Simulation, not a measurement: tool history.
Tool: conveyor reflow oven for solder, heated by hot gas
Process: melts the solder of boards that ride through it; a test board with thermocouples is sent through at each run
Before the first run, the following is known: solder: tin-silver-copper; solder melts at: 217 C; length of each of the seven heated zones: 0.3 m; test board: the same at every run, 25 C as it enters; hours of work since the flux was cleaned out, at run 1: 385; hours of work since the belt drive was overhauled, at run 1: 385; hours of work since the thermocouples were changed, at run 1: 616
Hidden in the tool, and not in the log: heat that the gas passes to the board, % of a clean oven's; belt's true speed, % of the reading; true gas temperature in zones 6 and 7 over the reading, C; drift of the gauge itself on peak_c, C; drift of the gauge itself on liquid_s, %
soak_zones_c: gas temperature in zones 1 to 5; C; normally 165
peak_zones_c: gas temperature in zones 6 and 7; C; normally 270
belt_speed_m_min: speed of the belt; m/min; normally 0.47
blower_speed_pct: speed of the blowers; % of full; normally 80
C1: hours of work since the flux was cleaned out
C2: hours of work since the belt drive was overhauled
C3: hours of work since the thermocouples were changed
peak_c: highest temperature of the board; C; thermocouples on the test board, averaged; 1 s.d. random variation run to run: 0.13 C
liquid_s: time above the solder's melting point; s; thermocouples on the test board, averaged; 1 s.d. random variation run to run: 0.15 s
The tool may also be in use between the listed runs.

run 1 hour=0 | soak_zones_c=165 peak_zones_c=270 belt_speed_m_min=0.47 blower_speed_pct=80 | C1=385 C2=385 C3=616 | peak_c=255.3 liquid_s=57.2
-- hour=48.4 flux residue cleaned out of gas plates and filters
run 2 hour=73.3 | soak_zones_c=165 peak_zones_c=270 belt_speed_m_min=0.47 blower_speed_pct=80 | C1=18 C2=433 C3=665 | peak_c=255.5 liquid_s=57.2
run 3 hour=127.6 | soak_zones_c=165 peak_zones_c=270 belt_speed_m_min=0.47 blower_speed_pct=80 | C1=56 C2=472 C3=703 | peak_c=255.4 liquid_s=56.9
run 4 hour=170.1 | soak_zones_c=165 peak_zones_c=270 belt_speed_m_min=0.47 blower_speed_pct=80 | C1=87 C2=502 C3=734 | peak_c=255.4 liquid_s=57.3
run 5 hour=235.5 | soak_zones_c=172 peak_zones_c=270 belt_speed_m_min=0.47 blower_speed_pct=80 | C1=133 C2=549 C3=780 | peak_c=256.7 liquid_s=59.9
run 6 hour=323.8 | soak_zones_c=165 peak_zones_c=270 belt_speed_m_min=0.47 blower_speed_pct=80 | C1=196 C2=612 C3=843 | peak_c=255.5 liquid_s=57.1
run 7 hour=379.5 | soak_zones_c=177 peak_zones_c=270 belt_speed_m_min=0.47 blower_speed_pct=80 | C1=236 C2=651 C3=883 | peak_c=257.1 liquid_s=62.3
run 8 hour=473.6 | soak_zones_c=177 peak_zones_c=277 belt_speed_m_min=0.426 blower_speed_pct=87 | C1=303 C2=718 C3=950 | peak_c=266.9 liquid_s=74.4
run 9 hour=559.3 | soak_zones_c=164 peak_zones_c=266 belt_speed_m_min=0.47 blower_speed_pct=61 | C1=364 C2=779 C3=1011 | peak_c=248.6 liquid_s=50.8
-- hour=636.7 flux residue cleaned out of gas plates and filters
run 10 hour=656.4 | soak_zones_c=166 peak_zones_c=270 belt_speed_m_min=0.47 blower_speed_pct=71 | C1=14 C2=845 C3=1076 | peak_c=254.2 liquid_s=56.3
-- hour=722.2 belt drive overhauled, speed set with a stopwatch
run 11 hour=745.2 | soak_zones_c=166 peak_zones_c=270 belt_speed_m_min=0.415 blower_speed_pct=71 | C1=74 C2=16 C3=1137 | peak_c=258 liquid_s=67.6

Run 12, settings as shown, results not yet in. Your forecast:
run 12 hour=808.9 | soak_zones_c=154 peak_zones_c=261 belt_speed_m_min=0.552 blower_speed_pct=80 | C1=120 C2=62 C3=1182 | peak_c=? liquid_s=?

Run 12 came out at peak_c 240.3 C, liquid_s 34.5 s.
If the tool had no hidden condition, the same run with the same run-to-run variation would have returned peak_c 240.2 C, liquid_s 34.4 s.
